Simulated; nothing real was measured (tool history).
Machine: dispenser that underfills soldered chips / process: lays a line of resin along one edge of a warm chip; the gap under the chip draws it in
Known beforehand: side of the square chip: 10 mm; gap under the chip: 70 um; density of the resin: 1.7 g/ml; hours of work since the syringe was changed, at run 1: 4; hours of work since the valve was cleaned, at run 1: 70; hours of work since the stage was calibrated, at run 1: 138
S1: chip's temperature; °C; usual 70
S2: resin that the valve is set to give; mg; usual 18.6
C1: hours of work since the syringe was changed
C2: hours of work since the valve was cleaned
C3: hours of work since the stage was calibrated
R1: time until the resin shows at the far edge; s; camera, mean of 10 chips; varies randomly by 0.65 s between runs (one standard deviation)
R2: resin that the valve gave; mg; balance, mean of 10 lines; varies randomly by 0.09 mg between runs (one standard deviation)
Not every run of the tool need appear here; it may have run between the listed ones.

run,hour,S1,S2,C1,C2,C3,R1,R2
1,0.0,70,18.6,4,70,138,77.9,18.06
2,2.8,70,18.6,6,72,140,92.1,18.04
# hour 5.5: new syringe of resin
3,7.4,70,18.6,1,75,143,62.8,17.95
4,11.8,62,18.6,4,78,146,120.4,17.88
5,16.0,62,18.6,7,81,149,150.2,17.91
# hour 16.7: new syringe of resin
6,20.6,62,18.6,3,84,152,105.8,17.97
7,23.3,62,18.6,5,86,154,121.3,18.10
8,27.1,62,18.6,7,88,156,153.9,17.88
# hour 27.7: new syringe of resin
9,30.6,70,18.9,2,90,158,66.7,18.04
10,34.4,70,18.9,5,93,161,82.0,18.14
11,37.5,70,18.9,7,95,163,99.0,17.95
# hour 39.0: new syringe of resin
12,40.7,70,18.9,1,97,165,62.6,18.05
# hour 44.9: dispensing valve cleaned and set on the balance
13,47.3,70,18.9,5,2,169,84.9,18.98
# hour 51.0: new syringe of resin
14,53.1,70,17.4,1,5,173,63.1,17.45
15,57.9,70,18.3,5,9,176,81.1,18.45
# hour 62.0: new syringe of resin
16,62.6,70,18.3,0,12,179,56.6,18.25
17,65.9,70,18.3,3,14,181,68.6,18.11
18,69.5,60,18.6,5,16,184,138.6,18.39
# hour 73.2: new syringe of resin
19,74.6,63,18.9,1,20,187,84.3,18.75
20,79.6,79,16.2,4,23,190,54.0,16.00
21,82.5,79,16.2,6,25,192,64.0,15.94
# hour 84.7: new syringe of resin
22,86.0,82,20.3,1,27,195,33.9,19.96
23,90.8,74,17.2,4,31,198,66.4,16.80
24,93.8,64,17.4,6,33,200,126.6,17.28
# hour 95.7: new syringe of resin
25,96.7,76,16.4,1,34,202,46.3,16.01
26,99.4,70,20.8,2,36,203,66.8,20.61
27,105.5,84,22.2,7,40,208,49.5,21.78

Entry by entry between the runs, the difference in hidden state between the last listed run before and the first listed run after:
Between runs 2 and 3: new syringe of resin (hour 5.5)
  resin's viscosity, % of fresh resin's: 162.3 -> 111.7; dose that the valve gives, % of what is set: 96.6 -> 96.47; true chip temperature over the reading, C: 0.66 -> 0.67
  difference, measured minus the result without the unlogged condition, R1: +33.7 -> +5.0 s; R2: -0.64 -> -0.66 mg
Between runs 5 and 6: new syringe of resin (hour 16.7)
  resin's viscosity, % of fresh resin's: 183 -> 126.1; dose that the valve gives, % of what is set: 96.2 -> 96.06; true chip temperature over the reading, C: 0.7 -> 0.71
  difference, measured minus the result without the unlogged condition, R1: +65.6 -> +19.4 s; R2: -0.71 -> -0.74 mg
Between runs 8 and 9: new syringe of resin (hour 27.7)
  resin's viscosity, % of fresh resin's: 182.3 -> 119.3; dose that the valve gives, % of what is set: 95.86 -> 95.76; true chip temperature over the reading, C: 0.74 -> 0.75
  difference, measured minus the result without the unlogged condition, R1: +66.9 -> +9.1 s; R2: -0.77 -> -0.80 mg
Between runs 11 and 12: new syringe of resin (hour 39.0)
  resin's viscosity, % of fresh resin's: 176.2 -> 109.7; dose that the valve gives, % of what is set: 95.54 -> 95.45; true chip temperature over the reading, C: 0.77 -> 0.78
  difference, measured minus the result without the unlogged condition, R1: +41.2 -> +3.7 s; R2: -0.84 -> -0.86 mg
Between runs 12 and 13: dispensing valve cleaned and set on the balance (hour 44.9)
  resin's viscosity, % of fresh resin's: 109.7 -> 151; dose that the valve gives, % of what is set: 95.45 -> 99.86; true chip temperature over the reading, C: 0.78 -> 0.8
  difference, measured minus the result without the unlogged condition, R1: +3.7 -> +26.5 s; R2: -0.86 -> -0.02 mg
Between runs 13 and 14: new syringe of resin (hour 51.0)
  resin's viscosity, % of fresh resin's: 151 -> 111.3; dose that the valve gives, % of what is set: 99.86 -> 99.7; true chip temperature over the reading, C: 0.8 -> 0.82
  difference, measured minus the result without the unlogged condition, R1: +26.5 -> +4.1 s; R2: -0.02 -> -0.05 mg
Between runs 15 and 16: new syringe of resin (hour 62.0)
  resin's viscosity, % of fresh resin's: 146.4 -> 102.2; dose that the valve gives, % of what is set: 99.54 -> 99.41; true chip temperature over the reading, C: 0.84 -> 0.85
  difference, measured minus the result without the unlogged condition, R1: +23.5 -> -1.1 s; R2: -0.08 -> -0.11 mg
Between runs 18 and 19: new syringe of resin (hour 73.2)
  resin's viscosity, % of fresh resin's: 151.3 -> 108.3; dose that the valve gives, % of what is set: 99.21 -> 99.07; true chip temperature over the reading, C: 0.88 -> 0.89
  difference, measured minus the result without the unlogged condition, R1: +42.9 -> +2.9 s; R2: -0.15 -> -0.17 mg
Between runs 21 and 22: new syringe of resin (hour 84.7)
  resin's viscosity, % of fresh resin's: 169.7 -> 108.4; dose that the valve gives, % of what is set: 98.82 -> 98.71; true chip temperature over the reading, C: 0.92 -> 0.93
  difference, measured minus the result without the unlogged condition, R1: +24.8 -> +1.3 s; R2: -0.19 -> -0.26 mg
Between runs 24 and 25: new syringe of resin (hour 95.7)
  resin's viscosity, % of fresh resin's: 169.2 -> 104.9; dose that the valve gives, % of what is set: 98.48 -> 98.41; true chip temperature over the reading, C: 0.96 -> 0.97
  difference, measured minus the result without the unlogged condition, R1: +48.4 -> +0.3 s; R2: -0.27 -> -0.26 mg
